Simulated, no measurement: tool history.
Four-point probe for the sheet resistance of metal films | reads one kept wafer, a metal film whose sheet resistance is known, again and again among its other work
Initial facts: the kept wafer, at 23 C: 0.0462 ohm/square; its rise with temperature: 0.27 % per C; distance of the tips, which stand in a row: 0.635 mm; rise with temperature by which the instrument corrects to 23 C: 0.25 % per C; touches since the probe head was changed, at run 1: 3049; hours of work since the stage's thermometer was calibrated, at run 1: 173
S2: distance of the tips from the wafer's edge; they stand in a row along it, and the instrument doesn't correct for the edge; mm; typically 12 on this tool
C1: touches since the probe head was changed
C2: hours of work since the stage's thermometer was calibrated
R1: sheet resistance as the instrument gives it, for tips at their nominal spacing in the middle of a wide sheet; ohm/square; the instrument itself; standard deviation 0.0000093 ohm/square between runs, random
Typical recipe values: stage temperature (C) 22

run 1 hour=0 | stage_temperature_(C)=22 S2=12 | C1=3049 C2=173 | R1=0.046314
run 2 hour=86.6 | stage_temperature_(C)=22 S2=12 | C1=6541 C2=228 | R1=0.046329
run 3 hour=217.5 | stage_temperature_(C)=22 S2=12 | C1=11818 C2=311 | R1=0.046322
run 4 hour=326.7 | stage_temperature_(C)=22 S2=62 | C1=16221 C2=380 | R1=0.046266
run 5 hour=397.6 | stage_temperature_(C)=34 S2=62 | C1=19080 C2=424 | R1=0.046371
run 6 hour=528.3 | stage_temperature_(C)=34 S2=62 | C1=24349 C2=507 | R1=0.046384
run 7 hour=607.2 | stage_temperature_(C)=34 S2=62 | C1=27530 C2=557 | R1=0.046386
run 8 hour=708 | stage_temperature_(C)=22 S2=12 | C1=31593 C2=620 | R1=0.046416
run 9 hour=766.5 | stage_temperature_(C)=22 S2=12 | C1=33950 C2=657 | R1=0.046411
run 10 hour=852.3 | stage_temperature_(C)=22 S2=12 | C1=37409 C2=711 | R1=0.046422
run 11 hour=966 | stage_temperature_(C)=22 S2=12 | C1=41994 C2=783 | R1=0.046431
run 12 hour=1053.8 | stage_temperature_(C)=25 S2=12 | C1=45534 C2=839 | R1=0.04647
run 13 hour=1137.8 | stage_temperature_(C)=22 S2=12 | C1=48919 C2=892 | R1=0.046465
run 14 hour=1220 | stage_temperature_(C)=25 S2=12 | C1=52233 C2=944 | R1=0.046492
run 15 hour=1276.8 | stage_temperature_(C)=22 S2=12 | C1=54525 C2=979 | R1=0.046478
run 16 hour=1408.6 | stage_temperature_(C)=22 S2=12 | C1=59839 C2=1063 | R1=0.046491
run 17 hour=1492.5 | stage_temperature_(C)=22 S2=12 | C1=63221 C2=1116 | R1=0.046508
run 18 hour=1551.3 | stage_temperature_(C)=24 S2=20 | C1=65588 C2=1153 | R1=0.046477
run 19 hour=1623.9 | stage_temperature_(C)=22 S2=5 | C1=68518 C2=1199 | R1=0.046844
run 20 hour=1735.5 | stage_temperature_(C)=22 S2=5 | C1=73015 C2=1269 | R1=0.046872
-- hour=1843 stage's thermometer calibrated
run 21 hour=1843 | stage_temperature_(C)=22 S2=5 | C1=77329 C2=0 | R1=0.046902
run 22 hour=1949.7 | stage_temperature_(C)=20 S2=43 | C1=81632 C2=67 | R1=0.04653
run 23 hour=2038.8 | stage_temperature_(C)=26 S2=4 | C1=85224 C2=124 | R1=0.047172
run 24 hour=2112.2 | stage_temperature_(C)=25 S2=12 | C1=88184 C2=170 | R1=0.046621
run 25 hour=2175.3 | stage_temperature_(C)=32 S2=62 | C1=90727 C2=210 | R1=0.046603
-- hour=2292 stage's thermometer calibrated, once more
run 26 hour=2293.5 | stage_temperature_(C)=33 S2=3 | C1=95473 C2=1 | R1=0.04768
run 27 hour=2418.8 | stage_temperature_(C)=32 S2=27 | C1=100525 C2=80 | R1=0.046601
run 28 hour=2495.6 | stage_temperature_(C)=27 S2=45 | C1=103621 C2=129 | R1=0.04659
run 29 hour=2618.3 | stage_temperature_(C)=27 S2=45 | C1=108568 C2=206 | R1=0.046593
run 30 hour=2689.1 | stage_temperature_(C)=25 S2=27 | C1=111420 C2=251 | R1=0.046598
run 31 hour=2751.2 | stage_temperature_(C)=32 S2=10 | C1=113925 C2=290 | R1=0.046732
run 32 hour=2866 | stage_temperature_(C)=24 S2=4 | C1=118551 C2=362 | R1=0.047224
run 33 hour=2987.2 | stage_temperature_(C)=30 S2=24 | C1=123438 C2=439 | R1=0.046677

3 ways to go on from here, each from the tool as it stands after run 33. What would each give?
run A hour=3107.8 | stage_temperature_(C)=35 S2=12 | C1=128299 C2=515 | R1=?
run B hour=3107.8 | stage_temperature_(C)=20 S2=8 | C1=128299 C2=515 | R1=?
run C hour=3107.8 | stage_temperature_(C)=31 S2=24 | C1=128299 C2=515 | R1=?

run=A R1=0.046789
run=B R1=0.046761
run=C R1=0.046714
Take away the tool's hidden state, keep each run's random variation, and the runs would have read:
run=A R1=0.046352
run=B R1=0.046323
run=C R1=0.046277
